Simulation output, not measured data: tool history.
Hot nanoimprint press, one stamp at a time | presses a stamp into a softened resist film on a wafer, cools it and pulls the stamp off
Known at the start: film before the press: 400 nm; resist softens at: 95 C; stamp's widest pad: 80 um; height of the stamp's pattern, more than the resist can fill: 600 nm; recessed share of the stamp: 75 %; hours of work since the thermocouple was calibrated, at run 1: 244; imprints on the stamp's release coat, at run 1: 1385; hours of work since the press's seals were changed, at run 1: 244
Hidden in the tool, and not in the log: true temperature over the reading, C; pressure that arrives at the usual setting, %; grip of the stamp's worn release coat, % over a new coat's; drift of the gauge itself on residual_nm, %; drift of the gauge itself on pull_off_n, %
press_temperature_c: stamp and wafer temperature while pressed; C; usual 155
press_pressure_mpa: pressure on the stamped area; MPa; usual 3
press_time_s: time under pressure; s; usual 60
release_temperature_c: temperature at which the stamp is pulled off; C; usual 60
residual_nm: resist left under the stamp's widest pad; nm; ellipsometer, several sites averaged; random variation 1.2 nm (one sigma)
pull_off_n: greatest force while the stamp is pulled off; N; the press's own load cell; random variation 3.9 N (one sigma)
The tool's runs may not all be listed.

run,day,press_temperature_c,press_pressure_mpa,press_time_s,release_temperature_c,hours of work since the thermocouple was calibrated,imprints on the stamp's release coat,hours of work since the press's seals were changed,residual_nm,pull_off_n
1,0,155,3,60,60,244,1385,244,168.7,250
2,0.312,155,3,60,52,248,1411,248,171.2,271
3,0.588,155,3,60,60,252,1434,252,172.4,256
4,1.054,155,3,60,60,258,1473,258,170.9,264
5,1.412,155,2.18,60,60,262,1503,262,194.3,259
6,1.879,155,2.18,73,60,268,1542,268,179.3,261
7,2.262,155,2.18,73,60,273,1573,273,179.4,263
8,2.508,148,3,60,60,276,1594,276,254.8,269
9,2.85,148,3,60,60,281,1622,281,252.2,268
10,3.171,148,2.44,60,60,285,1649,285,270.2,270
11,3.592,148,2.44,60,60,290,1684,290,268,266
12,3.921,148,2.44,60,60,294,1711,294,271.2,274
13,4.329,155,3,60,60,300,1745,300,167.4,272
14,4.608,155,3,60,60,303,1768,303,167.7,278
15,4.983,155,3,103,60,308,1799,308,134.8,272
16,5.379,159,3,60,60,313,1832,313,128.7,268
# day 5.988: stamp cleaned and given a new release coat
17,6,155,3.12,102,60,318,1,318,131.8,183
18,6.467,158,3.12,102,55,324,40,324,105.8,200
19,6.788,162,2.16,97,50,328,67,328,101,215
20,7.196,166,3.91,46,59,333,101,333,81.2,198
21,7.596,166,3.91,46,59,338,134,338,81,195
22,7.967,154,3,60,48,343,165,343,176.5,220
23,8.421,146,2.26,94,61,349,202,349,268.3,196
24,8.867,146,2.26,62,49,354,240,354,298.7,224
25,9.292,146,1.85,36,49,360,275,360,339,223
26,9.758,146,1.85,36,49,366,313,366,345.3,223
27,10.025,146,1.85,36,49,369,336,369,339.1,223
28,10.4,146,1.83,97,49,374,367,374,282.8,226
29,10.846,146,1.88,34,48,379,404,379,340.9,234

5 ways to go on from here, each from the tool as it stands after run 29. What would each give?
A,11.129,155,3,60,47,383,428,383,?,?
B,11.129,155,4.7,60,55,383,428,383,?,?
C,11.129,155,3,60,66,383,428,383,?,?
D,11.129,152,1.88,94,63,383,428,383,?,?
E,11.129,157,1.88,76,64,383,428,383,?,?

run,residual_nm,pull_off_n
A,165.3,233
B,133.5,222
C,164.4,190
D,203.7,197
E,162.5,188
Without the tool's hidden state the same runs would have given:
run,residual_nm,pull_off_n
A,181.7,214
B,147.3,204
C,180.8,175
D,223,181
E,178.6,173
